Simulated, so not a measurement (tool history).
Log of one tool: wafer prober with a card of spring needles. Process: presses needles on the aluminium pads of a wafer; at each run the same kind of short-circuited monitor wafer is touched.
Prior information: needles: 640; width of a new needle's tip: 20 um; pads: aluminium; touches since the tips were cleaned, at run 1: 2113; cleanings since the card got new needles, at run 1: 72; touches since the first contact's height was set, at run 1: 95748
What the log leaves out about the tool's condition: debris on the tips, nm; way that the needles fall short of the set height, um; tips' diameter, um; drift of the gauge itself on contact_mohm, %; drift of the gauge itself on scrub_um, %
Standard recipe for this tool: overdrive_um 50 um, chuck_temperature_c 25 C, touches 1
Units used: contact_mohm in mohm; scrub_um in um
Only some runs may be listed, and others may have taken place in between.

run   hour  overdrive_um  chuck_temperature_c  touches  touches since the tips were cleaned  cleanings since the card got new needles  touches since the first contact's height was set  contact_mohm  scrub_um
  1      0            50                   25        1                                 2113                                        72                                             95748           243     13.18
       1.7  -- tips cleaned on abrasive film
       6.7  -- tips cleaned on abrasive film
  2    9.4            50                   25        1                                 1696                                        74                                            101514           244     13.11
      12.3  -- tips cleaned on abrasive film
  3   14.7            50                   25        1                                 1486                                        75                                            104696           238     13.17
      17.7  -- tips cleaned on abrasive film
      22.9  -- tips cleaned on abrasive film
  4   25.5            50                   25        3                                 1594                                        77                                            111311           239     13.14
        28  -- tips cleaned on abrasive film
      33.2  -- tips cleaned on abrasive film
  5     35            50                   25        3                                 1095                                        79                                            117105           240     13.08
      38.7  -- tips cleaned on abrasive film
  6   43.1            50                   25        3                                 2728                                        80                                            122094           240     13.02
      43.8  -- tips cleaned on abrasive film
        49  -- tips cleaned on abrasive film
  7   49.4            50                   40        1                                  276                                        82                                            125931           249     13.08
      54.2  -- tips cleaned on abrasive film
  8   57.5            50                   40        1                                 2002                                        83                                            130880           247     13.17
      59.8  -- tips cleaned on abrasive film
  9   63.2            50                   40        1                                 2137                                        84                                            134411           244     13.15
      64.8  -- tips cleaned on abrasive film
 10   68.9            50                   25        1                                 2541                                        85                                            137902           239     13.09
      70.7  -- tips cleaned on abrasive film
 11   74.3            50                   25        1                                 2236                                        86                                            141181           239     13.06
      76.3  -- tips cleaned on abrasive film
        82  -- tips cleaned on abrasive film
 12     83            50                   42        1                                  633                                        88                                            146507           245     13.11
      87.4  -- tips cleaned on abrasive film
 13   87.6            50                   25        1                                   88                                        89                                            149268           237     13.01
      92.6  -- tips cleaned on abrasive film
      97.8  -- tips cleaned on abrasive film
 14   97.8            50                   25        1                                   51                                        91                                            155561           241      13.1
     103.2  -- tips cleaned on abrasive film
     108.2  -- tips cleaned on abrasive film
 15  108.2            50                   25        1                                    0                                        93                                            161884           236     12.97
     113.3  -- tips cleaned on abrasive film
 16  117.3            50                   25        1                                 2495                                        94                                            167477           237     12.92
     118.6  -- tips cleaned on abrasive film
 17    122            50                   83        1                                 2125                                        95                                            170361           253     13.15
     123.8  -- tips cleaned on abrasive film
     127.6  -- height of the first contact set anew
 18  128.3            50                  114        2                                 2617                                        96                                               409           266     13.09
     129.7  -- tips cleaned on abrasive film
     134.8  -- tips cleaned on abrasive film
 19  136.6            55                   88        1                                 1137                                        98                                              5496           255      14.3
     140.7  -- tips cleaned on abrasive film
     145.7  -- tips cleaned on abrasive film
 20  145.7            55                   88        1                                    0                                       100                                             11020           257     14.24
     150.8  -- tips cleaned on abrasive film
 21  150.8            55                   88        1                                    0                                       101                                             14117           253     14.25
     156.2  -- tips cleaned on abrasive film
 22  159.7            50                   58        1                                 2188                                       102                                             19651           250     12.96
     162.1  -- tips cleaned on abrasive film
 23  166.3            36                   58        1                                 2608                                       103                                             23650           259      9.32
     167.4  -- tips cleaned on abrasive film
     172.7  -- tips cleaned on abrasive film
 24  173.4            55                   44        1                                  412                                       105                                             27963           242     14.29
     178.1  -- tips cleaned on abrasive film
 25  179.5            50                   67        2                                  896                                       106                                             31726           254     13.01
     183.1  -- tips cleaned on abrasive film
 26    186            37                   25        1                                 1809                                       107                                             35708           254      9.58
     188.2  -- tips cleaned on abrasive film
 27  190.6            31                   25        1                                 1496                                       108                                             38498           253      8.01
     193.2  -- tips cleaned on abrasive film
       199  -- tips cleaned on abrasive film
 28  199.2            62                  108        1                                   97                                       110                                             43743           256     15.94

Forecast run 29:
     204.9  -- tips cleaned on abrasive film
 29  207.2            50                   82        1                                 1436                                       111                                             48655             ?         ?

{"run 29": {"contact_mohm": 260, "scrub_um": 12.96}}
Had the tool carried no hidden state, the very same run would have given contact_mohm 260 mohm, scrub_um 13.21 um.

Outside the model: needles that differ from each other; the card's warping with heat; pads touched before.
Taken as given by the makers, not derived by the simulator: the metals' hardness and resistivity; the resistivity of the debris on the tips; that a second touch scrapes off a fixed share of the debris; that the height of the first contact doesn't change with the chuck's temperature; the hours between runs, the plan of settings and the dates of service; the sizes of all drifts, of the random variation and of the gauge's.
